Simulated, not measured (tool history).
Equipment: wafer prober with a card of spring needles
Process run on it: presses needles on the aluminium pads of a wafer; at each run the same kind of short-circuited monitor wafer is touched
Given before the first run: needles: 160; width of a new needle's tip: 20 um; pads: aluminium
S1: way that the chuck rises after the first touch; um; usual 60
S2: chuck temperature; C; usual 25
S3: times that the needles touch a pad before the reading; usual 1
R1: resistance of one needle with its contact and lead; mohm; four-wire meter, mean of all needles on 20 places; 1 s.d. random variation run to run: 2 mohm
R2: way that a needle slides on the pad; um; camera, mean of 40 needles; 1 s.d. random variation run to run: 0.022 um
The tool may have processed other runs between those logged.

| run | hour | S1 | S2 | S3 | R1 | R2 |
|---|---|---|---|---|---|---|
| 1 | 0 | 60 | 25 | 1 | 281 | 7.7 |
| 2 | 46.4 | 60 | 25 | 1 | 288 | 7.65 |
| 3 | 88.8 | 60 | 25 | 1 | 234 | 7.64 |
| 4 | 133.5 | 74 | 25 | 1 | 306 | 9.42 |
| 5 | 167.5 | 60 | 35 | 1 | 283 | 7.57 |
| 6 | 202.8 | 60 | 35 | 1 | 353 | 7.56 |
| 7 | 234.5 | 60 | 25 | 1 | 239 | 7.86 |
| 8 | 290.3 | 60 | 25 | 1 | 292 | 7.83 |
| 9 | 316.5 | 50 | 39 | 2 | 300 | 6.53 |
| 10 | 367.6 | 50 | 39 | 2 | 304 | 6.48 |
| 11 | 424.6 | 49 | 110 | 2 | 261 | 6.36 |
| 12 | 482.4 | 74 | 99 | 2 | 269 | 9.59 |
| 13 | 539.4 | 74 | 99 | 2 | 281 | 9.57 |
| 14 | 599 | 60 | 60 | 1 | 290 | 7.65 |
| 15 | 626.2 | 67 | 108 | 1 | 309 | 8.56 |
| 16 | 681 | 43 | 93 | 2 | 385 | 5.41 |

Taken out of this log: 29 entries between the listed runs. Where each belongs, and how the hidden state differs across it:
Between runs 1 and 2: tips cleaned on abrasive film (hour 15.9); tips cleaned on abrasive film (hour 40.1)
  debris on the tips, nm: 58.8 -> 69.5; way that the needles fall short of the set height, um: 1.64 -> 1.81; tips' diameter, um: 22.3 -> 22.36
  difference, measured minus the result without the unlogged condition, R1: +62 -> +72 mohm; R2: -0.21 -> -0.24 um
Between runs 2 and 3: tips cleaned on abrasive film (hour 65.4); tips cleaned on abrasive film (hour 88.8)
  debris on the tips, nm: 69.5 -> 10.4; way that the needles fall short of the set height, um: 1.81 -> 2; tips' diameter, um: 22.36 -> 22.43
  difference, measured minus the result without the unlogged condition, R1: +72 -> +12 mohm; R2: -0.24 -> -0.26 um
Between runs 3 and 4: tips cleaned on abrasive film (hour 113.7)
  debris on the tips, nm: 10.4 -> 122.8; way that the needles fall short of the set height, um: 2 -> 2.11; tips' diameter, um: 22.43 -> 22.47
  difference, measured minus the result without the unlogged condition, R1: +12 -> +89 mohm; R2: -0.26 -> -0.28 um
Between runs 4 and 5: tips cleaned on abrasive film (hour 136.5); tips cleaned on abrasive film (hour 163.1)
  debris on the tips, nm: 122.8 -> 52.2; way that the needles fall short of the set height, um: 2.11 -> 2.3; tips' diameter, um: 22.47 -> 22.53
  difference, measured minus the result without the unlogged condition, R1: +89 -> +57 mohm; R2: -0.28 -> -0.3 um
Between runs 5 and 6: tips cleaned on abrasive film (hour 187)
  debris on the tips, nm: 52.2 -> 120.9; way that the needles fall short of the set height, um: 2.3 -> 2.37; tips' diameter, um: 22.53 -> 22.56
  difference, measured minus the result without the unlogged condition, R1: +57 -> +130 mohm; R2: -0.3 -> -0.31 um
Between runs 6 and 7: tips cleaned on abrasive film (hour 209.6); height of the first contact set anew (hour 221.1); tips cleaned on abrasive film (hour 234.5)
  debris on the tips, nm: 120.9 -> 17.2; way that the needles fall short of the set height, um: 2.37 -> 0.1; tips' diameter, um: 22.56 -> 22.63
  difference, measured minus the result without the unlogged condition, R1: +130 -> +18 mohm; R2: -0.31 -> -0.01 um
Between runs 7 and 8: tips cleaned on abrasive film (hour 261.7); tips cleaned on abrasive film (hour 284.2)
  debris on the tips, nm: 17.2 -> 65.5; way that the needles fall short of the set height, um: 0.1 -> 0.27; tips' diameter, um: 22.63 -> 22.69
  difference, measured minus the result without the unlogged condition, R1: +18 -> +68 mohm; R2: -0.01 -> -0.04 um
Between runs 8 and 9: tips cleaned on abrasive film (hour 308.7)
  debris on the tips, nm: 65.5 -> 81.9; way that the needles fall short of the set height, um: 0.27 -> 0.36; tips' diameter, um: 22.69 -> 22.72
  difference, measured minus the result without the unlogged condition, R1: +68 -> +71 mohm; R2: -0.04 -> -0.04 um
Between runs 9 and 10: tips cleaned on abrasive film (hour 331.5); tips cleaned on abrasive film (hour 356.7)
  debris on the tips, nm: 81.9 -> 86.9; way that the needles fall short of the set height, um: 0.36 -> 0.52; tips' diameter, um: 22.72 -> 22.78
  difference, measured minus the result without the unlogged condition, R1: +71 -> +76 mohm; R2: -0.04 -> -0.07 um
Between runs 10 and 11: tips cleaned on abrasive film (hour 379.1); tips cleaned on abrasive film (hour 402); tips cleaned on abrasive film (hour 424)
  debris on the tips, nm: 86.9 -> 16.9; way that the needles fall short of the set height, um: 0.52 -> 0.77; tips' diameter, um: 22.78 -> 22.86
  difference, measured minus the result without the unlogged condition, R1: +76 -> +16 mohm; R2: -0.07 -> -0.1 um
Between runs 11 and 12: tips cleaned on abrasive film (hour 446.6); tips cleaned on abrasive film (hour 472.7)
  debris on the tips, nm: 16.9 -> 81.4; way that the needles fall short of the set height, um: 0.77 -> 0.98; tips' diameter, um: 22.86 -> 22.94
  difference, measured minus the result without the unlogged condition, R1: +16 -> +33 mohm; R2: -0.1 -> -0.13 um
Between runs 12 and 13: tips cleaned on abrasive film (hour 496.4); tips cleaned on abrasive film (hour 523.2)
  debris on the tips, nm: 81.4 -> 112.1; way that the needles fall short of the set height, um: 0.98 -> 1.19; tips' diameter, um: 22.94 -> 23.01
  difference, measured minus the result without the unlogged condition, R1: +33 -> +45 mohm; R2: -0.13 -> -0.16 um
Between runs 13 and 14: tips cleaned on abrasive film (hour 547.4); tips cleaned on abrasive film (hour 569.9); tips cleaned on abrasive film (hour 593.8)
  debris on the tips, nm: 112.1 -> 53.9; way that the needles fall short of the set height, um: 1.19 -> 1.41; tips' diameter, um: 23.01 -> 23.09
  difference, measured minus the result without the unlogged condition, R1: +45 -> +58 mohm; R2: -0.16 -> -0.18 um
Between runs 14 and 15: tips cleaned on abrasive film (hour 617.2)
  debris on the tips, nm: 53.9 -> 85.2; way that the needles fall short of the set height, um: 1.41 -> 1.53; tips' diameter, um: 23.09 -> 23.13
  difference, measured minus the result without the unlogged condition, R1: +58 -> +68 mohm; R2: -0.18 -> -0.2 um
Between runs 15 and 16: tips cleaned on abrasive film (hour 640.8); tips cleaned on abrasive film (hour 663.1)
  debris on the tips, nm: 85.2 -> 121.8; way that the needles fall short of the set height, um: 1.53 -> 1.71; tips' diameter, um: 23.13 -> 23.19
  difference, measured minus the result without the unlogged condition, R1: +68 -> +139 mohm; R2: -0.2 -> -0.23 um
